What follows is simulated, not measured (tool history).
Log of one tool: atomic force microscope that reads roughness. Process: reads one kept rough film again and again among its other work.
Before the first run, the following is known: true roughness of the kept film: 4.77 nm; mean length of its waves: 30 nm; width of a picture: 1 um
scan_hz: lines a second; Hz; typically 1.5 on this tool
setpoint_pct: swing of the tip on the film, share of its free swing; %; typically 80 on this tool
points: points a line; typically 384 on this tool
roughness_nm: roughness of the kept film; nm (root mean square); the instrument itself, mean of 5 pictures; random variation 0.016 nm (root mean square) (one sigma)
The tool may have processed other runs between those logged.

| run | hour | scan_hz | setpoint_pct | points | roughness_nm |
|---|---|---|---|---|---|
| 1 | 0 | 1.5 | 80 | 384 | 3.44 |
| 2 | 15.7 | 1.5 | 80 | 384 | 3.366 |
| 3 | 28.9 | 0.55 | 80 | 384 | 3.552 |
| 4 | 48.2 | 0.55 | 80 | 384 | 3.484 |
| 5 | 65.8 | 1.5 | 80 | 384 | 3.227 |
|  | 68.3 | height scale calibrated on a step standard |
| 6 | 81.9 | 2.01 | 80 | 384 | 3.08 |
| 7 | 100.4 | 2.01 | 80 | 384 | 3.016 |
| 8 | 111 | 2.01 | 80 | 384 | 2.981 |
|  | 115.1 | height scale calibrated on a step standard, once more |
| 9 | 129.2 | 2.35 | 86 | 655 | 2.754 |
| 10 | 145.1 | 0.62 | 57 | 665 | 3.283 |
| 11 | 155.7 | 0.62 | 57 | 665 | 3.246 |

Same runs, no hidden state in the tool, same run-to-run variation:
Hidden state present: radius of the tip, nm; height scale over the true one, %; drift of the gauge itself on roughness_nm, %.
| run | roughness_nm |
|---|---|
| 1 | 3.745 |
| 2 | 3.731 |
| 3 | 3.988 |
| 4 | 3.982 |
| 5 | 3.755 |
| 6 | 3.639 |
| 7 | 3.631 |
| 8 | 3.625 |
| 9 | 3.397 |
| 10 | 4.112 |
| 11 | 4.114 |
